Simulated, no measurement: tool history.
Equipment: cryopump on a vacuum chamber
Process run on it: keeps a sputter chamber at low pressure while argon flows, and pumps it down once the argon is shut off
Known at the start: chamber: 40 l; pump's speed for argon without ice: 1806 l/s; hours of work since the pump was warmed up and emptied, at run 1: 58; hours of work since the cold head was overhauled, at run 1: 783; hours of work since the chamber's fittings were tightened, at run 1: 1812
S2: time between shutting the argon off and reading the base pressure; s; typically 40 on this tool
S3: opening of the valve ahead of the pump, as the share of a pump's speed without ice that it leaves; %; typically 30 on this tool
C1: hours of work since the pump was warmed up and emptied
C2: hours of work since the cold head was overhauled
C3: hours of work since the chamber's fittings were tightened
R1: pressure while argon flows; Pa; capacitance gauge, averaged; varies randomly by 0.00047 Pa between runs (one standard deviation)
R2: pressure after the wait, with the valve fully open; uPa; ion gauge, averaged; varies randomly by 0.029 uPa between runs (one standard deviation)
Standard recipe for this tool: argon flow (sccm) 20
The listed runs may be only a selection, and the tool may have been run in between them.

Run 1, hour 0: usual settings; C1 58; C2 783; C3 1812. Result: R1 0.0623 Pa, R2 2.02 uPa.
Run 2, hour 78.5: usual settings; C1 101; C2 825; C3 1855. Result: R1 0.0631 Pa, R2 1.98 uPa.
Run 3, hour 150: usual settings but S3 42 %; C1 140; C2 864; C3 1894. Result: R1 0.0454 Pa, R2 2.01 uPa.
Run 4, hour 204.9: usual settings; C1 170; C2 894; C3 1923. Result: R1 0.064 Pa, R2 1.99 uPa.
Run 5, hour 260.6: usual settings; C1 200; C2 925; C3 1954. Result: R1 0.0642 Pa, R2 2.04 uPa.
Run 6, hour 303.7: usual settings but argon flow (sccm) 14; C1 224; C2 948; C3 1977. Result: R1 0.0449 Pa, R2 2.02 uPa.
Run 7, hour 382.6: usual settings but argon flow (sccm) 14; C1 267; C2 991; C3 2020. Result: R1 0.0447 Pa, R2 2.03 uPa.
Run 8, hour 459: usual settings but S2 26 s; C1 309; C2 1033; C3 2062. Result: R1 0.0654 Pa, R2 2.93 uPa.
Run 9, hour 535.1: usual settings but S2 26 s; C1 350; C2 1074; C3 2104. Result: R1 0.0659 Pa, R2 2.98 uPa.
Run 10, hour 620.4: usual settings but S2 26 s; C1 397; C2 1121; C3 2150. Result: R1 0.0659 Pa, R2 2.96 uPa.
Run 11, hour 669.8: usual settings; C1 424; C2 1148; C3 2177. Result: R1 0.066 Pa, R2 2.12 uPa.
Run 12, hour 741.8: usual settings; C1 463; C2 1187; C3 2216. Result: R1 0.0671 Pa, R2 2.18 uPa.
Run 13, hour 789.4: usual settings; C1 489; C2 1213; C3 2242. Result: R1 0.067 Pa, R2 2.2 uPa.
Run 14, hour 879: usual settings; C1 538; C2 1262; C3 2291. Result: R1 0.067 Pa, R2 2.13 uPa.
Run 15, hour 960: usual settings but S2 84 s; C1 582; C2 1306; C3 2335. Result: R1 0.0694 Pa, R2 1.35 uPa.
Run 16, hour 1044.4: usual settings; C1 628; C2 1352; C3 2381. Result: R1 0.0695 Pa, R2 2.25 uPa.
Run 17, hour 1096.7: usual settings; C1 656; C2 1381; C3 2410. Result: R1 0.0701 Pa, R2 2.19 uPa.
Run 18, hour 1176: usual settings but argon flow (sccm) 19, S2 26 s, S3 23 %; C1 700; C2 1424; C3 2453. Result: R1 0.0844 Pa, R2 3.13 uPa.
At hour 1215.3: pump warmed up, emptied and cooled again.
Run 19, hour 1230: usual settings but S2 161 s, S3 31 %; C1 8; C2 1451; C3 2480. Result: R1 0.061 Pa, R2 0.88 uPa.
Run 20, hour 1316.7: usual settings but argon flow (sccm) 19, S2 71 s, S3 33 %; C1 55; C2 1498; C3 2527. Result: R1 0.0548 Pa, R2 1.42 uPa.
Run 21, hour 1395.9: usual settings but argon flow (sccm) 36, S2 25 s, S3 23 %; C1 98; C2 1541; C3 2570. Result: R1 0.1493 Pa, R2 3.13 uPa.
Run 22, hour 1446.7: usual settings but argon flow (sccm) 36, S2 25 s, S3 23 %; C1 126; C2 1569; C3 2598. Result: R1 0.15 Pa, R2 3.16 uPa.
Run 23, hour 1536.1: usual settings but argon flow (sccm) 35, S2 28 s, S3 21 %; C1 175; C2 1618; C3 2647. Result: R1 0.1596 Pa, R2 2.9 uPa.
Run 24, hour 1615.7: usual settings but argon flow (sccm) 29, S2 83 s, S3 36 %; C1 218; C2 1661; C3 2690. Result: R1 0.0796 Pa, R2 1.39 uPa.
Run 25, hour 1683.8: usual settings but argon flow (sccm) 23, S2 262 s, S3 16 %; C1 255; C2 1698; C3 2727. Result: R1 0.138 Pa, R2 0.82 uPa.

What will run 26 give?
At hour 1727: leaking fittings of the chamber tightened, without venting.
Run 26, hour 1751.8: usual settings but S2 31 s; C1 291; C2 1734; C3 13. Result: R1 ?, R2 ?.

R1: 0.0655 Pa
R2: 2.3 uPa
Take away the tool's hidden state, keep the run-to-run variation as it was, and the same run would have given R1 0.0624 Pa, R2 2.22 uPa.
